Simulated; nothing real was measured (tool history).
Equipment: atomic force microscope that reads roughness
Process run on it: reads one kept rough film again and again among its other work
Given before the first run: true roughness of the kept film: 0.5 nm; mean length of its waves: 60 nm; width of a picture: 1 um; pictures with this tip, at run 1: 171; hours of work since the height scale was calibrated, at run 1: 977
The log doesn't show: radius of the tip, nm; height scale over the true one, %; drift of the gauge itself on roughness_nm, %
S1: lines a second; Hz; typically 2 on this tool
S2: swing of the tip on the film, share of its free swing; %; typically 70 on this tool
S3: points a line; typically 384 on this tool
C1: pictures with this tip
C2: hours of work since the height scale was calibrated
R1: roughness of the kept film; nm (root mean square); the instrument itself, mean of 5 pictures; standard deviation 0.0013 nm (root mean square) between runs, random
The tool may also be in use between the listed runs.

run,hour,S1,S2,S3,C1,C2,R1
1,0,2,70,384,171,977,0.47
# hour 2.9: new tip fitted
2,26.7,2,70,384,37,991,0.47
3,63.6,2,70,384,94,1011,0.471
4,84.2,2,69,384,126,1022,0.471
# hour 116.4: new tip fitted
5,124.6,2,70,384,12,1043,0.472
6,160.1,2,70,384,67,1062,0.468
7,207.4,2,80,384,141,1087,0.454
# hour 231.7: new tip fitted
8,233.1,2,80,384,3,1101,0.454
9,276.9,2,80,384,70,1124,0.457
10,320.8,2,73,384,138,1147,0.468
# hour 345.5: new tip fitted
11,356.6,2,73,384,17,1166,0.466
12,394.3,2.56,70,384,75,1186,0.462
13,436.1,2.56,70,384,140,1208,0.463
# hour 459.8: new tip fitted
14,478.4,2,70,384,29,1230,0.47
15,506,2,70,384,71,1245,0.467
16,553,2,70,384,144,1270,0.47
# hour 574.1: new tip fitted
17,598.3,2,70,384,38,1294,0.471
18,626.7,2,70,384,81,1309,0.47
19,657.5,1.08,69,497,129,1325,0.483
# hour 688.7: new tip fitted
20,696.2,1.08,61,587,11,1346,0.489
21,727.5,1.08,61,587,60,1362,0.489
22,775.5,1.04,69,499,134,1388,0.482
# hour 804.4: new tip fitted
23,815.4,1.04,69,499,17,1409,0.483
24,847.2,3.03,64,357,66,1426,0.468
25,882.7,3.03,64,357,121,1445,0.47
26,902.9,0.5,74,357,153,1455,0.487
# hour 919.9: new tip fitted
27,946.6,0.5,74,357,41,1478,0.489
28,991.2,2.68,70,492,110,1502,0.462
29,1012.1,2.68,70,492,143,1513,0.463
30,1032.2,2.7,64,384,174,1524,0.472
# hour 1035.7: new tip fitted
31,1068.6,2,70,275,51,1543,0.469
32,1092.3,1.01,79,527,87,1555,0.474
33,1131.8,1.01,76,748,148,1576,0.479
# hour 1149.9: new tip fitted
34,1177.9,1.01,76,748,43,1601,0.478
35,1221.7,1.01,76,748,111,1624,0.479

Across each entry between runs, compare the hidden state at the last listed run before it with the hidden state at the first listed run after it:
Run 1 -> run 2: new tip fitted (hour 2.9)
  radius of the tip, nm: 10.9 -> 10.2
Run 4 -> run 5: new tip fitted (hour 116.4)
  radius of the tip, nm: 10.6 -> 10.1
Run 7 -> run 8: new tip fitted (hour 231.7)
  radius of the tip, nm: 10.7 -> 10.1
Run 10 -> run 11: new tip fitted (hour 345.5)
  radius of the tip, nm: 10.7 -> 10.1
Run 13 -> run 14: new tip fitted (hour 459.8)
  radius of the tip, nm: 10.6 -> 10.2; height scale over the true one, %: -0.03 -> -0.04
Run 16 -> run 17: new tip fitted (hour 574.1)
  radius of the tip, nm: 10.7 -> 10.2
Run 19 -> run 20: new tip fitted (hour 688.7)
  radius of the tip, nm: 10.6 -> 10.1
Run 22 -> run 23: new tip fitted (hour 804.4)
  radius of the tip, nm: 10.6 -> 10.1
Run 26 -> run 27: new tip fitted (hour 919.9)
  radius of the tip, nm: 10.7 -> 10.2
Run 30 -> run 31: new tip fitted (hour 1035.7)
  radius of the tip, nm: 10.8 -> 10.3
Run 33 -> run 34: new tip fitted (hour 1149.9)
  radius of the tip, nm: 10.7 -> 10.2
